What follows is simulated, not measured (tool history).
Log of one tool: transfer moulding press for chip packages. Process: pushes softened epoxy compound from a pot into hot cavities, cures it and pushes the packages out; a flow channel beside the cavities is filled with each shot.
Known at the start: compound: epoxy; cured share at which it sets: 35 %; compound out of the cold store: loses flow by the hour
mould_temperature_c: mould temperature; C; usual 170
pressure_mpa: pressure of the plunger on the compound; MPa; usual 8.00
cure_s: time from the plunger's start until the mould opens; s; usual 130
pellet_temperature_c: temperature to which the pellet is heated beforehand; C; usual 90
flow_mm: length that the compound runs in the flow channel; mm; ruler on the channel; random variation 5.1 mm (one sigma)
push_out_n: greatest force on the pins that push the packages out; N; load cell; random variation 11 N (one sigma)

run     day  mould_temperature_c  pressure_mpa  cure_s  pellet_temperature_c  incoming compound's hours out of the cold store  flow_mm  push_out_n
  1   0.000                  170          8.00     130                    90                                             47.4      459         576
  2   1.033                  170          7.16     130                    90                                             42.0      445         686
      1.458  -- cavities cleaned with cleaning compound and waxed
  3   2.612                  170          7.16     130                    90                                             46.1      429         609
      3.688  -- cavities cleaned with cleaning compound and waxed
  4   3.962                  170          8.00     130                    90                                             26.1      496         516
  5   4.725                  170          8.00     130                    90                                             27.1      489         647
      6.029  -- cavities cleaned with cleaning compound and waxed
  6   6.238                  168          8.00     133                    96                                             29.6      483         554
  7   7.929                  168          8.00     133                    96                                              9.7      524         754
      8.262  -- cavities cleaned with cleaning compound and waxed
  8   8.792                  168          7.61     133                    96                                             34.1      456         591
     10.550  -- cavities cleaned with cleaning compound and waxed
  9  10.571                  177          7.61     146                    81                                             37.7      436         407
 10  11.750                  170          6.14     130                    90                                             43.3      385         617

5 ways to go on from here, each from the tool as it stands after run 10. What would each give?
     12.779  -- cavities cleaned with cleaning compound and waxed
  A  13.408                  170          6.14     130                    86                                             30.9        ?           ?
     12.779  -- cavities cleaned with cleaning compound and waxed
  B  13.408                  170          6.65     130                    84                                             45.9        ?           ?
     12.779  -- cavities cleaned with cleaning compound and waxed
  C  13.408                  170          6.14     164                    83                                             16.3        ?           ?
     12.779  -- cavities cleaned with cleaning compound and waxed
  D  13.408                  170          7.53     130                    90                                             15.2        ?           ?
     12.779  -- cavities cleaned with cleaning compound and waxed
  E  13.408                  170          6.14     130                    93                                             34.7        ?           ?

run  flow_mm  push_out_n
  A      411         553
  B      400         570
  C      434         489
  D      488         584
  E      408         565
Without the tool's hidden state the same runs would have given:
run  flow_mm  push_out_n
  A      447         479
  B      434         492
  C      472         418
  D      530         508
  E      443         489
